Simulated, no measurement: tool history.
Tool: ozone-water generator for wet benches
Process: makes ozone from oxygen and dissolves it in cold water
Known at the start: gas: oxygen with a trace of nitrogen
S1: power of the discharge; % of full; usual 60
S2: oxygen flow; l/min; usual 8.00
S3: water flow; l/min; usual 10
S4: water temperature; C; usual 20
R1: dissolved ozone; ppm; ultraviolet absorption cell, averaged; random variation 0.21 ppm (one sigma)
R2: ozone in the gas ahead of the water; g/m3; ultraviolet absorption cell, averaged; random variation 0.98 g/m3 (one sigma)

Run 1, hour 0.0: usual settings. Result: R1 30.6 ppm, R2 168.4 g/m3.
Run 2, hour 42.5: usual settings. Result: R1 30.2 ppm, R2 169.7 g/m3.
Run 3, hour 74.2: usual settings. Result: R1 30.2 ppm, R2 167.2 g/m3.
Run 4, hour 117.4: usual settings. Result: R1 30.5 ppm, R2 168.3 g/m3.
Run 5, hour 148.0: usual settings. Result: R1 30.4 ppm, R2 169.2 g/m3.
Run 6, hour 178.1: usual settings. Result: R1 30.1 ppm, R2 168.4 g/m3.
Run 7, hour 221.4: usual settings. Result: R1 30.3 ppm, R2 169.5 g/m3.
Run 8, hour 253.4: usual settings. Result: R1 30.6 ppm, R2 170.8 g/m3.
Run 9, hour 296.2: usual settings. Result: R1 30.4 ppm, R2 167.5 g/m3.
Run 10, hour 319.8: usual settings. Result: R1 30.3 ppm, R2 168.0 g/m3.
Run 11, hour 350.9: usual settings but S1 65 % of full. Result: R1 32.4 ppm, R2 178.6 g/m3.
Run 12, hour 376.9: usual settings but S2 8.13 l/min. Result: R1 30.3 ppm, R2 166.0 g/m3.
At hour 410.7: water thermometer calibrated.
Run 13, hour 420.3: usual settings. Result: R1 30.3 ppm, R2 166.6 g/m3.
Run 14, hour 465.3: usual settings. Result: R1 30.3 ppm, R2 169.2 g/m3.
Run 15, hour 487.6: usual settings but S3 7 l/min. Result: R1 35.0 ppm, R2 167.3 g/m3.
Run 16, hour 507.7: usual settings but S1 49 % of full, S3 7 l/min. Result: R1 30.4 ppm, R2 144.6 g/m3.
Run 17, hour 532.0: usual settings but S1 49 % of full, S3 7 l/min. Result: R1 29.8 ppm, R2 145.0 g/m3.
Run 18, hour 558.2: usual settings but S1 49 % of full, S3 7 l/min. Result: R1 30.2 ppm, R2 144.8 g/m3.
Run 19, hour 594.6: usual settings but S1 41 % of full, S2 12.91 l/min, S4 27 C. Result: R1 18.7 ppm, R2 110.5 g/m3.
Run 20, hour 635.4: usual settings but S3 7 l/min. Result: R1 34.8 ppm, R2 167.9 g/m3.
Run 21, hour 663.8: usual settings but S1 96 % of full, S2 7.81 l/min, S3 8 l/min. Result: R1 46.3 ppm, R2 234.7 g/m3.
Run 22, hour 684.2: usual settings but S1 51 % of full, S2 4.97 l/min, S3 8 l/min. Result: R1 30.0 ppm, R2 170.5 g/m3.
Run 23, hour 721.1: usual settings but S2 11.45 l/min, S3 14 l/min. Result: R1 25.6 ppm, R2 151.1 g/m3.
Run 24, hour 765.9: usual settings but S3 14 l/min. Result: R1 25.1 ppm, R2 165.7 g/m3.
Run 25, hour 806.7: usual settings but S1 55 % of full, S2 9.28 l/min, S3 14 l/min, S4 17 C. Result: R1 25.2 ppm, R2 150.0 g/m3.
Run 26, hour 840.9: usual settings but S1 55 % of full, S2 9.28 l/min, S3 14 l/min, S4 17 C. Result: R1 25.7 ppm, R2 149.1 g/m3.
Run 27, hour 873.2: usual settings but S1 89 % of full, S2 8.42 l/min, S4 17 C. Result: R1 42.8 ppm, R2 216.2 g/m3.
Run 28, hour 897.5: usual settings but S1 96 % of full, S3 12 l/min. Result: R1 38.5 ppm, R2 232.7 g/m3.
Run 29, hour 933.2: usual settings but S4 12 C. Result: R1 35.8 ppm, R2 165.9 g/m3.
Run 30, hour 967.2: usual settings but S4 12 C. Result: R1 36.2 ppm, R2 166.7 g/m3.
Run 31, hour 995.9: usual settings but S1 56 % of full, S2 4.26 l/min, S3 15 l/min, S4 24 C. Result: R1 20.0 ppm, R2 191.9 g/m3.
Run 32, hour 1017.6: usual settings but S1 56 % of full, S2 4.26 l/min, S3 15 l/min, S4 24 C. Result: R1 20.2 ppm, R2 189.5 g/m3.
Run 33, hour 1058.1: usual settings but S1 56 % of full, S2 4.26 l/min, S3 15 l/min, S4 24 C. Result: R1 20.2 ppm, R2 191.3 g/m3.

Forecast each of these 3 alternatives for the next run:
Run A, hour 1087.1: usual settings but S1 56 % of full. Result: R1 ?, R2 ?.
Run B, hour 1087.1: usual settings but S1 43 % of full, S4 18 C. Result: R1 ?, R2 ?.
Run C, hour 1087.1: usual settings but S4 12 C. Result: R1 ?, R2 ?.

run    R1     R2
  A  28.7  157.5
  B  24.7  131.4
  C  36.3  164.3
Without the tool's hidden state the same runs would have given:
run    R1     R2
  A  28.7  161.5
  B  24.7  134.7
  C  36.3  168.4

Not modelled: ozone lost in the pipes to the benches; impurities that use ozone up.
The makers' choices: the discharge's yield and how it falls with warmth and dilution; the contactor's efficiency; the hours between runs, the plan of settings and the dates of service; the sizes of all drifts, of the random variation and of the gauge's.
